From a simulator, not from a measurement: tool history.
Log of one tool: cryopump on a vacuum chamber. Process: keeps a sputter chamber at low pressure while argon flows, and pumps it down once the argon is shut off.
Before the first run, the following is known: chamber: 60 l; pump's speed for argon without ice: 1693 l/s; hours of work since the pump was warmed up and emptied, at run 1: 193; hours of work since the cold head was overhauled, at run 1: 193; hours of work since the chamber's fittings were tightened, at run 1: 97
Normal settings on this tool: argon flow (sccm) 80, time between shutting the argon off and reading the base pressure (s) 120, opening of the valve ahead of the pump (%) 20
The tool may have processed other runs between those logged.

| run | hour | argon flow (sccm) | time between shutting the argon off and reading the base pressure (s) | opening of the valve ahead of the pump (%) | hours of work since the pump was warmed up and emptied | hours of work since the cold head was overhauled | hours of work since the chamber's fittings were tightened | pressure while argon flows (Pa) | pressure after the wait (uPa) |
|---|---|---|---|---|---|---|---|---|---|
| 1 | 0 | 80 | 120 | 20 | 193 | 193 | 97 | 0.4057 | 0.51 |
| 2 | 19.4 | 80 | 120 | 20 | 204 | 204 | 108 | 0.407 | 0.47 |
| 3 | 45.9 | 36 | 120 | 20 | 219 | 219 | 123 | 0.1837 | 0.5 |
| 4 | 66.7 | 98 | 120 | 20 | 231 | 231 | 135 | 0.4989 | 0.52 |
| 5 | 81.3 | 98 | 120 | 20 | 239 | 239 | 143 | 0.5017 | 0.52 |
| 6 | 107.4 | 80 | 120 | 30 | 254 | 254 | 158 | 0.2758 | 0.56 |
| 7 | 119.4 | 80 | 61 | 26 | 261 | 261 | 165 | 0.3138 | 0.77 |
| 8 | 135.7 | 74 | 129 | 44 | 270 | 270 | 174 | 0.1777 | 0.53 |
| 9 | 161.8 | 74 | 129 | 44 | 284 | 284 | 189 | 0.1761 | 0.5 |
| 10 | 187.7 | 43 | 120 | 29 | 299 | 299 | 203 | 0.1525 | 0.65 |

Here are 5 independent what-if runs from the current tool condition. What would each one return?
| A | 204.3 | 130 | 194 | 30 | 308 | 308 | 212 | ? | ? |
| B | 204.3 | 43 | 67 | 29 | 308 | 308 | 212 | ? | ? |
| C | 204.3 | 103 | 156 | 44 | 308 | 308 | 212 | ? | ? |
| D | 204.3 | 117 | 94 | 59 | 308 | 308 | 212 | ? | ? |
| E | 204.3 | 158 | 105 | 35 | 308 | 308 | 212 | ? | ? |

| run | pressure while argon flows (Pa) | pressure after the wait (uPa) |
|---|---|---|
| A | 0.4512 | 0.49 |
| B | 0.1544 | 0.78 |
| C | 0.2515 | 0.54 |
| D | 0.2129 | 0.64 |
| E | 0.4725 | 0.65 |
The same runs, with their run-to-run variation unchanged, on a tool lacking any hidden condition would have given:
| run | pressure while argon flows (Pa) | pressure after the wait (uPa) |
|---|---|---|
| A | 0.4343 | 0.29 |
| B | 0.1488 | 0.59 |
| C | 0.238 | 0.35 |
| D | 0.1977 | 0.45 |
| E | 0.452 | 0.46 |
